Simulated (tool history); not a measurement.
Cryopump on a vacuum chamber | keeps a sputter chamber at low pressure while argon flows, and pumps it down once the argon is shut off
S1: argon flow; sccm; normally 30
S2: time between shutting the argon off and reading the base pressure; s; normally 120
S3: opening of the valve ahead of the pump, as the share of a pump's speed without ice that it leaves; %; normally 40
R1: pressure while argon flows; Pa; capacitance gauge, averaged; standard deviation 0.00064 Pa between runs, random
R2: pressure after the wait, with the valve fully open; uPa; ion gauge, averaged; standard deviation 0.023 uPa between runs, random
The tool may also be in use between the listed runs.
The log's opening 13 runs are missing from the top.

run     day  S1   S2  S3      R1    R2
 14   7.529  30  120  20  0.1991  2.08
 15   7.912  30  120  20  0.1997  2.12
 16   8.529  30  120  20  0.1991  2.09
 17   8.912  30  120  22  0.1809  2.06
 18   9.562  19   33  30  0.0845   3.4
 19  10.271  15   33  30  0.0661  3.38
 20  10.792  15   33  30  0.0673  3.43
 21  11.508  12   33  37  0.0437  3.55
 22  11.946  24  271  37  0.0873  1.89
 23  12.471  24  271  37  0.0866  1.87
 24  13.117  24  271  37  0.0877  1.95
 25  13.454  24  271  37  0.0874  1.92
 26  13.871  45   37  32    0.19  3.36
 27  14.238  30   21  40  0.1017  4.59
 28  14.871  16  153  40  0.0539  2.12
 29  15.258  30   24  40  0.1027  4.24
 30  15.808  42  131  43  0.1341  2.19
 31  16.454  28  131  43  0.0895  2.28
 32  17.083  28   28  51  0.0761  4.03

5 options for the next run, each taken on its own from the tool as it stands now. Forecast them:
  A  17.471  60  279  48   ?   ?
  B  17.471  27  147  27   ?   ?
  C  17.471  30  114  50   ?   ?
  D  17.471  28  299  22   ?   ?
  E  17.471  39  120  51   ?   ?

run      R1    R2
  A  0.1728  2.04
  B  0.1356  2.24
  C  0.0827  2.33
  D  0.1717     2
  E  0.1076  2.26
Stripped of hidden state, with their random variation kept, the same runs would have yielded:
run      R1    R2
  A  0.1649  0.44
  B  0.1321  0.65
  C  0.0787  0.78
  D   0.168  0.44
  E  0.1024  0.72

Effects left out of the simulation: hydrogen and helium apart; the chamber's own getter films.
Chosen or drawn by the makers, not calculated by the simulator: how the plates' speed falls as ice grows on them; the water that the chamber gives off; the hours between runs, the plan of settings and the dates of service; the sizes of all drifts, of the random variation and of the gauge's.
